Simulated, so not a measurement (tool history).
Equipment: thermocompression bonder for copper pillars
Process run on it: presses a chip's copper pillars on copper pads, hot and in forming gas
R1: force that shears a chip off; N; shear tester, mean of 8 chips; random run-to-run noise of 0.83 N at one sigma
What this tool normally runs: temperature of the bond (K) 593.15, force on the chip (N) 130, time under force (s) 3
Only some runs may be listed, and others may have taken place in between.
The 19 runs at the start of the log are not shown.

run 20 hour=404.6 | temperature_of_the_bond_(K)=593.15 force_on_the_chip_(N)=130 time_under_force_(s)=3 | R1=65.3
run 21 hour=419.6 | temperature_of_the_bond_(K)=593.15 force_on_the_chip_(N)=130 time_under_force_(s)=3 | R1=68
run 22 hour=439.4 | temperature_of_the_bond_(K)=622.15 force_on_the_chip_(N)=130 time_under_force_(s)=3 | R1=82
run 23 hour=452.2 | temperature_of_the_bond_(K)=567.15 force_on_the_chip_(N)=130 time_under_force_(s)=3 | R1=52.3
run 24 hour=479.9 | temperature_of_the_bond_(K)=593.15 force_on_the_chip_(N)=151 time_under_force_(s)=3 | R1=75.2
run 25 hour=492.5 | temperature_of_the_bond_(K)=593.15 force_on_the_chip_(N)=151 time_under_force_(s)=3 | R1=74.4
run 26 hour=509.6 | temperature_of_the_bond_(K)=593.15 force_on_the_chip_(N)=101 time_under_force_(s)=3 | R1=53.9
run 27 hour=536.2 | temperature_of_the_bond_(K)=593.15 force_on_the_chip_(N)=107 time_under_force_(s)=3 | R1=55.8
run 28 hour=550.7 | temperature_of_the_bond_(K)=584.15 force_on_the_chip_(N)=107 time_under_force_(s)=7 | R1=68.8
run 29 hour=578.4 | temperature_of_the_bond_(K)=583.15 force_on_the_chip_(N)=107 time_under_force_(s)=2 | R1=43.9
run 30 hour=597 | temperature_of_the_bond_(K)=593.15 force_on_the_chip_(N)=130 time_under_force_(s)=2 | R1=60.1
run 31 hour=615.6 | temperature_of_the_bond_(K)=601.15 force_on_the_chip_(N)=90 time_under_force_(s)=2 | R1=44.9
run 32 hour=630.5 | temperature_of_the_bond_(K)=591.15 force_on_the_chip_(N)=90 time_under_force_(s)=3 | R1=45.8
run 33 hour=655.4 | temperature_of_the_bond_(K)=591.15 force_on_the_chip_(N)=90 time_under_force_(s)=3 | R1=47.1
run 34 hour=679.7 | temperature_of_the_bond_(K)=591.15 force_on_the_chip_(N)=90 time_under_force_(s)=3 | R1=47.6
run 35 hour=701.7 | temperature_of_the_bond_(K)=593.15 force_on_the_chip_(N)=81 time_under_force_(s)=3 | R1=42.8
run 36 hour=725.5 | temperature_of_the_bond_(K)=593.15 force_on_the_chip_(N)=81 time_under_force_(s)=3 | R1=42.7
run 37 hour=754.9 | temperature_of_the_bond_(K)=593.15 force_on_the_chip_(N)=81 time_under_force_(s)=3 | R1=42.7
run 38 hour=781 | temperature_of_the_bond_(K)=584.15 force_on_the_chip_(N)=179 time_under_force_(s)=2 | R1=71
-- hour=782.8 forming gas filter changed
run 39 hour=796.1 | temperature_of_the_bond_(K)=571.15 force_on_the_chip_(N)=195 time_under_force_(s)=2 | R1=68.3
run 40 hour=808.9 | temperature_of_the_bond_(K)=571.15 force_on_the_chip_(N)=195 time_under_force_(s)=2 | R1=66.7
run 41 hour=824.9 | temperature_of_the_bond_(K)=571.15 force_on_the_chip_(N)=195 time_under_force_(s)=2 | R1=67.7

Consider 3 possible next runs. They are alternatives, not a sequence: every one starts from the tool as it was left by run 41. What does each give?
run A hour=848.9 | temperature_of_the_bond_(K)=576.15 force_on_the_chip_(N)=190 time_under_force_(s)=3 | R1=?
run B hour=848.9 | temperature_of_the_bond_(K)=595.15 force_on_the_chip_(N)=130 time_under_force_(s)=3 | R1=?
run C hour=848.9 | temperature_of_the_bond_(K)=567.15 force_on_the_chip_(N)=130 time_under_force_(s)=2 | R1=?

run=A R1=77.7
run=B R1=67.4
run=C R1=44.1
With the hidden condition removed and each run's random variation left untouched, the same runs would have given:
run=A R1=77.7
run=B R1=67.5
run=C R1=44.2
